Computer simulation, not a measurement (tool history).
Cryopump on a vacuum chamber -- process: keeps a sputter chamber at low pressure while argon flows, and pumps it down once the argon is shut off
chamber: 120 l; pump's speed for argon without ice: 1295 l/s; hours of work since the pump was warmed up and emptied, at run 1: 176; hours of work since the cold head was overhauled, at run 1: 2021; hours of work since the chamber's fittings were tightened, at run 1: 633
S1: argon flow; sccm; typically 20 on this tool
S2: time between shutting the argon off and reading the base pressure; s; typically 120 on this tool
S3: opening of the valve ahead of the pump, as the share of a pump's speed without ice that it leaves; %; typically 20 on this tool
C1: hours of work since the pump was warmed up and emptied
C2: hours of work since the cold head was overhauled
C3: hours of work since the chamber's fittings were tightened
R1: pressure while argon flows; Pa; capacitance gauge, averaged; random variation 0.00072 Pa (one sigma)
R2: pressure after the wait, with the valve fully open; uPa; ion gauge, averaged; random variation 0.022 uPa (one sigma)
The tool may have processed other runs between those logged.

Run 1, hour 0: usual settings; C1 176; C2 2021; C3 633. Result: R1 0.133 Pa, R2 1.01 uPa.
Run 2, hour 57.9: usual settings; C1 206; C2 2051; C3 663. Result: R1 0.1329 Pa, R2 1.05 uPa.
Run 3, hour 123.2: usual settings; C1 239; C2 2084; C3 696. Result: R1 0.1332 Pa, R2 1.11 uPa.
Run 4, hour 224.3: usual settings but S2 158 s; C1 291; C2 2136; C3 747. Result: R1 0.1337 Pa, R2 1.07 uPa.
Run 5, hour 280.6: usual settings; C1 319; C2 2164; C3 776. Result: R1 0.1345 Pa, R2 1.12 uPa.
Run 6, hour 332.8: usual settings but S2 22 s; C1 346; C2 2191; C3 803. Result: R1 0.134 Pa, R2 2.72 uPa.
Run 7, hour 427.2: usual settings but S2 44 s; C1 394; C2 2239; C3 851. Result: R1 0.1352 Pa, R2 1.85 uPa.
Run 8, hour 504.9: usual settings but S2 44 s; C1 433; C2 2279; C3 890. Result: R1 0.1335 Pa, R2 1.89 uPa.
Run 9, hour 579.1: usual settings but S2 44 s; C1 471; C2 2316; C3 928. Result: R1 0.1347 Pa, R2 1.89 uPa.
Run 10, hour 635.1: usual settings but S2 44 s; C1 500; C2 2345; C3 956. Result: R1 0.1354 Pa, R2 1.91 uPa.
Run 11, hour 702.4: usual settings but S2 44 s, S3 26 %; C1 534; C2 2379; C3 991. Result: R1 0.1071 Pa, R2 1.99 uPa.
Run 12, hour 758.8: usual settings but S2 44 s, S3 26 %; C1 563; C2 2408; C3 1019. Result: R1 0.1069 Pa, R2 2.01 uPa.
Run 13, hour 855.4: usual settings but S2 44 s, S3 26 %; C1 612; C2 2457; C3 1069. Result: R1 0.1076 Pa, R2 2.09 uPa.
Run 14, hour 950.9: usual settings but S1 9 sccm, S2 44 s, S3 26 %; C1 661; C2 2506; C3 1117. Result: R1 0.0485 Pa, R2 2.21 uPa.
Run 15, hour 1044.1: usual settings; C1 708; C2 2553; C3 1165. Result: R1 0.1393 Pa, R2 1.65 uPa.
Run 16, hour 1088.4: usual settings; C1 731; C2 2576; C3 1187. Result: R1 0.1397 Pa, R2 1.64 uPa.
Run 17, hour 1186: usual settings but S2 114 s; C1 780; C2 2625; C3 1237. Result: R1 0.1408 Pa, R2 1.72 uPa.
Run 18, hour 1240.5: usual settings but S1 13 sccm, S2 230 s, S3 18 %; C1 808; C2 2653; C3 1265. Result: R1 0.1015 Pa, R2 1.61 uPa.
Run 19, hour 1292.1: usual settings but S1 28 sccm, S2 211 s, S3 44 %; C1 834; C2 2679; C3 1291. Result: R1 0.0982 Pa, R2 1.63 uPa.
Run 20, hour 1360.8: usual settings but S1 28 sccm, S2 29 s, S3 38 %; C1 869; C2 2714; C3 1326. Result: R1 0.112 Pa, R2 2.89 uPa.
At hour 1415.9: pump warmed up, emptied and cooled again.
Run 21, hour 1466.6: usual settings but S1 16 sccm, S2 29 s, S3 16 %; C1 26; C2 2766; C3 1377. Result: R1 0.1307 Pa, R2 2.57 uPa.
Run 22, hour 1512.3: usual settings but S2 24 s; C1 49; C2 2789; C3 1400. Result: R1 0.1314 Pa, R2 2.96 uPa.
Run 23, hour 1577.6: usual settings but S1 30 sccm, S2 213 s, S3 59 %; C1 82; C2 2822; C3 1434. Result: R1 0.0695 Pa, R2 1.4 uPa.
Run 24, hour 1671.5: usual settings but S1 30 sccm, S2 213 s, S3 59 %; C1 130; C2 2870; C3 1481. Result: R1 0.0697 Pa, R2 1.39 uPa.
Run 25, hour 1732.3: usual settings but S2 29 s, S3 43 %; C1 161; C2 2901; C3 1512. Result: R1 0.0631 Pa, R2 2.68 uPa.
Run 26, hour 1798.3: usual settings but S2 29 s, S3 28 %; C1 195; C2 2934; C3 1546. Result: R1 0.0953 Pa, R2 2.75 uPa.
Run 27, hour 1881.5: usual settings but S2 29 s, S3 28 %; C1 237; C2 2977; C3 1588. Result: R1 0.0964 Pa, R2 2.82 uPa.
Run 28, hour 1985: usual settings but S1 34 sccm, S2 29 s, S3 18 %; C1 290; C2 3029; C3 1641. Result: R1 0.2515 Pa, R2 2.86 uPa.
Run 29, hour 2036.8: usual settings but S1 23 sccm, S2 21 s; C1 316; C2 3056; C3 1667. Result: R1 0.1553 Pa, R2 3.51 uPa.
Run 30, hour 2081.8: usual settings but S1 12 sccm, S2 119 s; C1 339; C2 3079; C3 1690. Result: R1 0.0814 Pa, R2 1.9 uPa.

The same runs without the tool's hidden state, with the same run-to-run variation:
Hidden state at play: pump's speed, % of a pump's without ice; cold plate's temperature, K; leak into the chamber, uPa l/s; drift of the gauge itself on working_pa, %; drift of the gauge itself on base_upa, %.
run      R1    R2
  1  0.1312  0.56
  2  0.1308  0.56
  3  0.1307  0.58
  4  0.1306  0.51
  5  0.1311  0.55
  6  0.1304   2.1
  7   0.131  1.18
  8  0.1288  1.19
  9  0.1295  1.15
 10  0.1298  1.14
 11   0.101  1.16
 12  0.1005  1.17
 13  0.1005  1.16
 14  0.0451  1.23
 15  0.1309  0.59
 16   0.131  0.58
 17  0.1312   0.6
 18   0.095  0.41
 19  0.0837  0.42
 20  0.0967  1.64
 21  0.1297  1.66
 22  0.1299     2
 23  0.0668  0.44
 24  0.0664  0.39
 25  0.0605  1.62
 26  0.0924  1.66
 27  0.0931  1.68
 28  0.2449  1.65
 29  0.1505  2.25
 30  0.0788  0.61

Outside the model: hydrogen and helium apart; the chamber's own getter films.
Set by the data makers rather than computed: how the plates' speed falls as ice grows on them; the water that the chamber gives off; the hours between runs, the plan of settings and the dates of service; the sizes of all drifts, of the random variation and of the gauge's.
